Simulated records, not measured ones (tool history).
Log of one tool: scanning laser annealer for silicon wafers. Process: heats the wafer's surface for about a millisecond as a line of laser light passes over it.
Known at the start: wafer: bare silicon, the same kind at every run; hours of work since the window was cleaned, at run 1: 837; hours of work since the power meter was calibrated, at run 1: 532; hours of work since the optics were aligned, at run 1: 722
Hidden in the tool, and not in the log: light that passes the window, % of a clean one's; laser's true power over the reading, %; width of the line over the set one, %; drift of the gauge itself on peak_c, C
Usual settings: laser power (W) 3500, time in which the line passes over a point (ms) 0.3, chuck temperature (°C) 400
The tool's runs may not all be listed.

run     day  laser power (W)  time in which the line passes over a point (ms)  chuck temperature (°C)  hours of work since the window was cleaned  hours of work since the power meter was calibrated  hours of work since the optics were aligned  highest temperature of the surface (°C)
  1       0             3500                                              0.3                     400                                         837                                                 532                                          722                                     1112
  2   0.758             3500                                              0.3                     400                                         845                                                 539                                          729                                     1115
  3   1.375             3500                                              0.3                     400                                         851                                                 545                                          735                                     1108
  4   2.042             3500                                              0.3                     400                                         857                                                 552                                          742                                     1114
  5   2.942             3500                                              0.3                     393                                         866                                                 560                                          751                                     1103
  6   4.121             3500                                              0.3                     393                                         878                                                 572                                          762                                     1103
  7   5.579             3500                                              0.3                     393                                         892                                                 586                                          777                                     1105
  8   6.208             3647                                              0.3                     400                                         898                                                 592                                          783                                     1148
  9   7.179             3500                                            0.251                     400                                         908                                                 602                                          792                                     1054
      7.746  -- window over the wafer cleaned
 10     8.1             3500                                            0.251                     400                                           3                                                 610                                          801                                     1085
 11   8.912             3500                                            0.251                     400                                          11                                                 618                                          809                                     1084
      9.096  -- laser's power meter calibrated
 12  10.479             3500                                            0.251                     400                                          26                                                  14                                          823                                     1083
 13  11.521             3500                                              0.3                     400                                          36                                                  24                                          833                                     1144
 14  12.579             3500                                            0.244                     400                                          46                                                  34                                          843                                     1071
     13.146  -- laser's power meter calibrated, once more
 15  13.846             3500                                            0.244                     400                                          57                                                   7                                          855                                     1074
 16  15.046             3500                                            0.244                     400                                          69                                                  19                                          866                                     1073
 17  16.288             3500                                            0.244                     400                                          81                                                  31                                          878                                     1071
 18  17.575             3500                                            0.244                     400                                          94                                                  43                                          891                                     1073
 19  18.654             3500                                              0.3                     391                                         105                                                  54                                          902                                     1137
 20  19.775             3500                                              0.3                     391                                         116                                                  65                                          913                                     1137

Run 21 comes next. What will it give?
 21  21.025             3130                                            0.273                     431                                         128                                                  77                                          925                                        ?

{"run 21": {"highest temperature of the surface (°C)": 1048}}
Without the tool's hidden state the same run would have given highest temperature of the surface (°C) 1058.
